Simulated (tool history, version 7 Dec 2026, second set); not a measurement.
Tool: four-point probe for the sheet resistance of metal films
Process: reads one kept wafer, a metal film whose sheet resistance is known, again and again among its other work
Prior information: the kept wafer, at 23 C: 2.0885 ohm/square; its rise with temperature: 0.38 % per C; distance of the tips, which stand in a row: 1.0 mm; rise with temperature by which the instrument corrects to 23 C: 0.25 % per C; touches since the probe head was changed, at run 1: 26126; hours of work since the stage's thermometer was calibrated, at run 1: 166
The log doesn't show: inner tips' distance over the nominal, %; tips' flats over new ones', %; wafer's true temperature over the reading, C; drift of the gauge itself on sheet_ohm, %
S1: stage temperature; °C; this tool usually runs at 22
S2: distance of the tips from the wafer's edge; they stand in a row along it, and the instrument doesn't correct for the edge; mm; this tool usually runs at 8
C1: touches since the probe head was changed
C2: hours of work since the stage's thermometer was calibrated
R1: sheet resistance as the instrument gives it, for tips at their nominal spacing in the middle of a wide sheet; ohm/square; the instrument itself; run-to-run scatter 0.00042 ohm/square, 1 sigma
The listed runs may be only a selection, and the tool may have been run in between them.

Run 1, hour 0.0: usual settings; C1 26126; C2 166. Result: R1 2.099741 ohm/square.
Run 2, hour 59.4: usual settings; C1 26888; C2 191. Result: R1 2.099442 ohm/square.
Run 3, hour 105.7: usual settings; C1 27484; C2 210. Result: R1 2.100220 ohm/square.
Run 4, hour 159.0: usual settings; C1 28168; C2 233. Result: R1 2.099260 ohm/square.
Run 5, hour 188.0: usual settings; C1 28541; C2 245. Result: R1 2.098911 ohm/square.
Run 6, hour 250.0: usual settings; C1 29337; C2 271. Result: R1 2.098201 ohm/square.
Run 7, hour 305.5: usual settings but S1 20 °C, S2 12 mm; C1 30049; C2 294. Result: R1 2.082735 ohm/square.
Run 8, hour 352.0: usual settings but S1 21 °C, S2 6 mm; C1 30646; C2 314. Result: R1 2.108945 ohm/square.
Run 9, hour 388.0: usual settings but S1 33 °C, S2 5 mm; C1 31109; C2 329. Result: R1 2.154034 ohm/square.
At hour 393.4: stage's thermometer calibrated.
Run 10, hour 421.5: usual settings but S1 27 °C, S2 69 mm; C1 31533; C2 12. Result: R1 2.094560 ohm/square.
Run 11, hour 480.3: usual settings but S1 27 °C, S2 38 mm; C1 32287; C2 37. Result: R1 2.094681 ohm/square.
Run 12, hour 510.7: usual settings but S1 25 °C, S2 68 mm; C1 32678; C2 49. Result: R1 2.088308 ohm/square.

Here are 3 independent what-if runs from the current tool condition. What would each one return?
At hour 545.7: stage's thermometer calibrated, once more.
Run A, hour 566.6: usual settings but S2 4 mm; C1 33389; C2 9. Result: R1 ?.
At hour 545.7: stage's thermometer calibrated, once more.
Run B, hour 566.6: usual settings but S2 71 mm; C1 33389; C2 9. Result: R1 ?.
At hour 545.7: stage's thermometer calibrated, once more.
Run C, hour 566.6: usual settings but S1 25 °C, S2 23 mm; C1 33389; C2 9. Result: R1 ?.

run        R1
  A  2.148810
  B  2.080969
  C  2.091499
With the hidden condition removed and each run's random variation left untouched, the same runs would have given:
run        R1
  A  2.154081
  B  2.086087
  C  2.096643
